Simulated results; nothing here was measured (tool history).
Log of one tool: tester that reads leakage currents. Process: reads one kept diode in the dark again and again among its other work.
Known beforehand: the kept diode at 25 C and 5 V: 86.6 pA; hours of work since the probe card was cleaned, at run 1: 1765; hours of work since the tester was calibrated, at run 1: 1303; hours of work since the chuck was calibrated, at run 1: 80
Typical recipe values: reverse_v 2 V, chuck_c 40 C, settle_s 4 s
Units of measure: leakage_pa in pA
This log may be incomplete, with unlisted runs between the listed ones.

run    hour  reverse_v  chuck_c  settle_s  hours of work since the probe card was cleaned  hours of work since the tester was calibrated  hours of work since the chuck was calibrated  leakage_pa
  1       0          2       40         4                                            1765                                           1303                                            80      242.65
  2    81.1          2       40         4                                            1807                                           1345                                           122      242.28
        141  -- probe card cleaned and baked
  3   158.6          2       40         4                                               9                                           1383                                           160      243.65
  4   205.9      12.93       40         4                                              34                                           1408                                           185      459.06
  5   302.2      12.93       40         4                                              83                                           1458                                           235      460.49
  6   357.2          2       40      0.61                                             112                                           1486                                           263      243.38
  7   397.5          2       40      0.61                                             133                                           1507                                           284      243.51
  8   494.2          2       40      0.61                                             183                                           1557                                           334      244.38
  9   539.1          2       40         4                                             206                                           1580                                           357      243.64
 10   627.8          2       40         4                                             252                                           1626                                           403      242.48
 11   672.3          2       40      0.39                                             275                                           1649                                           426      244.82
 12   712.7          2       55         4                                             296                                           1670                                           447      823.24
 13   800.8          2       55         4                                             341                                           1716                                           493      819.28
 14   894.5          2       55         4                                             390                                           1764                                           541      822.91
 15     945          2       55         4                                             416                                           1790                                           567      821.89
 16   986.4          2       40         4                                             438                                           1812                                           589      242.05
 17  1033.8          2       40         4                                             462                                           1836                                           613      242.95
 18  1089.6          2       40         4                                             491                                           1865                                           642      242.58
 19    1180       1.26       40         4                                             538                                           1912                                           689      208.09
 20  1225.9       1.26       40         4                                             562                                           1936                                           713      207.02
 21  1274.6        7.4       24         4                                             587                                           1961                                           738       90.28
 22    1362        7.4       24         4                                             632                                           2006                                           783       90.48
 23  1403.6        7.4       24         4                                             653                                           2028                                           805       90.74
 24  1478.4      12.16       29       3.4                                             692                                           2066                                           843      171.55
 25  1524.4      12.16       29       3.4                                             716                                           2090                                           867      170.35
 26  1609.1      12.16       29       3.4                                             760                                           2134                                           911      170.87
 27  1689.4       7.34       48         4                                             801                                           2176                                           953      733.25
 28  1781.2       9.26       48      9.05                                             849                                           2223                                          1000       796.9
     1832.2  -- tester calibrated
 29  1841.1       9.26       48      9.05                                             879                                              5                                          1030      793.78
 30  1899.1       9.26       48      9.05                                             909                                             35                                          1060      791.72
 31  1942.3       5.53       52      9.05                                             931                                             57                                          1082      914.49
 32  2036.6       2.83       42      9.05                                             980                                            106                                          1131      326.92
 33  2087.4          2       32      6.01                                            1006                                            132                                          1158      120.32
 34  2138.4       3.57       40      3.26                                            1033                                            158                                          1184      295.25

Expected results for the next run?
 35  2190.9       8.12       45      3.26                                            1060                                            186                                          1211           ?

leakage_pa: 594.38 pA
Were there no unlogged condition in the tool, this run, its random variation unchanged, would have produced leakage_pa 595.41 pA.
